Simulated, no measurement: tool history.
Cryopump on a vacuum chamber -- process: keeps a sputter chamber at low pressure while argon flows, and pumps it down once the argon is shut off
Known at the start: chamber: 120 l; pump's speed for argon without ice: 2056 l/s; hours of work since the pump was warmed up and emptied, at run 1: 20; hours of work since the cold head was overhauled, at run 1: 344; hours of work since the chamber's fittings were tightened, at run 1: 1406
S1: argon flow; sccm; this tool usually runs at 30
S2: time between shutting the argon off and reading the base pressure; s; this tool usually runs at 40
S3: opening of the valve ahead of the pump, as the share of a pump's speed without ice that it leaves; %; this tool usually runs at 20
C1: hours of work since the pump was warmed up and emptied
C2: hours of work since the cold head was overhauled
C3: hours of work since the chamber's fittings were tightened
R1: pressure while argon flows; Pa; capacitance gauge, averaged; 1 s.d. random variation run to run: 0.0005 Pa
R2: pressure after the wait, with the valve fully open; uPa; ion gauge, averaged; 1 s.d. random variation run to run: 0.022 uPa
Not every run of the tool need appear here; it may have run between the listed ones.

run   hour  S1   S2  S3   C1   C2    C3      R1    R2
  1    0.0  30   40  20   20  344  1406  0.1240  1.59
  2    8.5  30   40  20   24  348  1410  0.1238  1.55
  3   18.7  40   40  20   29  353  1415  0.1643  1.63
  4   29.8  40  245  20   34  358  1420  0.1650  1.17
  5   38.8  40  245  20   39  363  1424  0.1650  1.22
  6   54.1  40  245  20   46  370  1432  0.1650  1.16
  7   74.2  30   40  20   56  380  1442  0.1233  1.64
  8   84.7  30   40  20   61  385  1447  0.1244  1.62
  9  104.2  30   65  20   70  394  1456  0.1244  1.47
 10  114.4  30   40  20   75  399  1461  0.1242  1.62
 11  132.4  30   40  20   84  408  1470  0.1244  1.67
 12  140.6  30   40  20   88  412  1474  0.1248  1.66
 13  152.0  30   40  20   94  418  1479  0.1250  1.68
 14  161.7  30   40  20   98  422  1484  0.1243  1.67
 15  181.2  30   40  20  108  432  1494  0.1248  1.72
 16  192.9  30   40  20  114  437  1499  0.1246  1.69
 17  205.0  30   40  20  119  443  1505  0.1253  1.68
 18  224.1  30   40  20  129  453  1514  0.1236  1.75
 19  240.9  29   23  17  137  461  1523  0.1415  2.12
 20  252.5  29   23  17  142  466  1528  0.1421  2.09
 21  269.4  30   40  38  151  475  1537  0.0671  1.76
 22  282.8  19   58  18  157  481  1543  0.0881  1.57
 23  302.7  19   58  18  167  491  1553  0.0886  1.65
 24  323.0  30   40  23  177  501  1563  0.1098  1.74
 25  342.4  30   40  23  186  510  1572  0.1100  1.80
 26  361.4  30   29  20  195  519  1581  0.1262  2.05
 27  374.6  13   38  21  202  526  1588  0.0529  1.81
 28  391.8  30  207  44  210  534  1596  0.0593  1.47
 29  403.4  22   40  15  216  540  1602  0.1221  1.91
 30  421.5  22   40  15  225  548  1610  0.1223  1.88

The next listed run, before its measurement:
 31  430.7  28  32  54  229  553  1615   ?   ?

R1: 0.0456 Pa
R2: 2.01 uPa
If the tool had no hidden condition, the same run with the same run-to-run variation would have returned R1 0.0426 Pa, R2 0.75 uPa.

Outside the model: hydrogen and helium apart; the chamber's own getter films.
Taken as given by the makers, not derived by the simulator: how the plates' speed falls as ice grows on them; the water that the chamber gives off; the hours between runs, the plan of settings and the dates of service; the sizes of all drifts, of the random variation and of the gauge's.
